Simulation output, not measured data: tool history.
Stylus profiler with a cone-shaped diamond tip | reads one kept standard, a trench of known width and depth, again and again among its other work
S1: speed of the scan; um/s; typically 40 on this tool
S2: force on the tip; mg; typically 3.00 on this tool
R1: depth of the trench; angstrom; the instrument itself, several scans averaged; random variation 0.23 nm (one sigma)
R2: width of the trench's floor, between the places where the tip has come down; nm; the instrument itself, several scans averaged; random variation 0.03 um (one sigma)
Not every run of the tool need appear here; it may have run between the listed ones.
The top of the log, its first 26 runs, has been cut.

{"run": 27, "hour": 840.9, "S1": 15, "S2": 3.0, "R1": 10104.4, "R2": 24090}
{"run": 28, "hour": 885.7, "S1": 61, "S2": 3.12, "R1": 10105.3, "R2": 23910}
{"run": 29, "hour": 919.8, "S1": 32, "S2": 6.06, "R1": 10186.4, "R2": 24000}
{"run": 30, "hour": 939.4, "S1": 32, "S2": 6.06, "R1": 10192.1, "R2": 24000}
{"run": 31, "hour": 981.7, "S1": 32, "S2": 6.06, "R1": 10189.1, "R2": 23990}
{"hour": 994.7, "done": "new tip fitted, height scale calibrated"}
{"run": 32, "hour": 1029.0, "S1": 32, "S2": 6.06, "R1": 10225.6, "R2": 25850}
{"run": 33, "hour": 1065.9, "S1": 155, "S2": 8.3, "R1": 10278.0, "R2": 25630}
{"run": 34, "hour": 1096.6, "S1": 19, "S2": 5.06, "R1": 10197.3, "R2": 25810}

3 options for the next run, each taken on its own from the tool as it stands now. Forecast them:
{"run": "A", "hour": 1142.2, "S1": 47, "S2": 3.76, "R1": "?", "R2": "?"}
{"run": "B", "hour": 1142.2, "S1": 33, "S2": 5.88, "R1": "?", "R2": "?"}
{"run": "C", "hour": 1142.2, "S1": 40, "S2": 6.42, "R1": "?", "R2": "?"}

run=A R1=10166.5 R2=25740
run=B R1=10217.8 R2=25780
run=C R1=10231.4 R2=25830
What these runs would have given with no unlogged condition in the tool:
run=A R1=10167.6 R2=25930
run=B R1=10218.9 R2=25970
run=C R1=10232.5 R2=26020

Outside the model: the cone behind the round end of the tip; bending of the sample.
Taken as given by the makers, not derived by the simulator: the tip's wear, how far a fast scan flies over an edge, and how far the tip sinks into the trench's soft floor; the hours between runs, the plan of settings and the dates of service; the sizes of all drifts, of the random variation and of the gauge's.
